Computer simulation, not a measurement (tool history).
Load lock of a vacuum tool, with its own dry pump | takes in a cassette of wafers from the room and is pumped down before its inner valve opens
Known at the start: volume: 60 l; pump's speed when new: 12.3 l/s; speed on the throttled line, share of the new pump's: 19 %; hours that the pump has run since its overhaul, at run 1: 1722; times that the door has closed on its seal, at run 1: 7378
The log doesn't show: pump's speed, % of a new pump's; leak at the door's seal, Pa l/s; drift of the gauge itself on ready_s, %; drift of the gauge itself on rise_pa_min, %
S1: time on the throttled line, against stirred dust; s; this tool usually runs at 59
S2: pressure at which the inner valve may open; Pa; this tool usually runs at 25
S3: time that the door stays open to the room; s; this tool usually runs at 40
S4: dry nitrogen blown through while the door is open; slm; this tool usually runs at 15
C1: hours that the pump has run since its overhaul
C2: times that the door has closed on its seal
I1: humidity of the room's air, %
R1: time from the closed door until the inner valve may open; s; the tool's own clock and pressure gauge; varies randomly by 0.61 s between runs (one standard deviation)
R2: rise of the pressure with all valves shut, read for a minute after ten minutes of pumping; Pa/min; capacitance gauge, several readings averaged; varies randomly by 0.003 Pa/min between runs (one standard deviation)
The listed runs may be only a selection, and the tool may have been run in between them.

run 1 hour=0.0 | S1=59 S2=25 S3=40 S4=15 | C1=1722 C2=7378 | I1=43.0 | R1=89.0 R2=0.036
run 2 hour=46.3 | S1=94 S2=25 S3=40 S4=15 | C1=1768 C2=7534 | I1=43.9 | R1=117.4 R2=0.043
run 3 hour=127.7 | S1=94 S2=25 S3=40 S4=15 | C1=1850 C2=7808 | I1=45.4 | R1=115.9 R2=0.046
run 4 hour=185.1 | S1=58 S2=25 S3=40 S4=15 | C1=1907 C2=8002 | I1=44.7 | R1=88.3 R2=0.044
run 5 hour=242.1 | S1=58 S2=25 S3=40 S4=15 | C1=1964 C2=8194 | I1=45.0 | R1=87.8 R2=0.037
run 6 hour=301.8 | S1=58 S2=25 S3=40 S4=15 | C1=2024 C2=8395 | I1=41.1 | R1=87.9 R2=0.041
run 7 hour=341.4 | S1=58 S2=36 S3=138 S4=30 | C1=2063 C2=8528 | I1=45.1 | R1=86.4 R2=0.048
run 8 hour=393.1 | S1=58 S2=36 S3=138 S4=30 | C1=2115 C2=8703 | I1=45.1 | R1=86.8 R2=0.054
run 9 hour=448.3 | S1=58 S2=36 S3=138 S4=30 | C1=2170 C2=8889 | I1=45.3 | R1=87.0 R2=0.055
run 10 hour=502.3 | S1=44 S2=30 S3=107 S4=36 | C1=2224 C2=9071 | I1=47.9 | R1=77.1 R2=0.052
run 11 hour=565.0 | S1=44 S2=30 S3=107 S4=36 | C1=2287 C2=9282 | I1=45.1 | R1=76.4 R2=0.052
run 12 hour=610.8 | S1=44 S2=30 S3=107 S4=36 | C1=2333 C2=9436 | I1=43.1 | R1=76.2 R2=0.057

Measured less the same run without the tool's hidden state. The same run-to-run variation is in both; the gauge's scatter may not be:
run=1 R1=+0.8 R2=+0.029
run=2 R1=+0.7 R2=+0.031
run=3 R1=+0.7 R2=+0.032
run=4 R1=+0.9 R2=+0.033
run=5 R1=+1.0 R2=+0.034
run=6 R1=+1.0 R2=+0.036
run=7 R1=+1.0 R2=+0.037
run=8 R1=+1.0 R2=+0.038
run=9 R1=+1.0 R2=+0.039
run=10 R1=+1.2 R2=+0.040
run=11 R1=+1.3 R2=+0.042
run=12 R1=+1.2 R2=+0.043
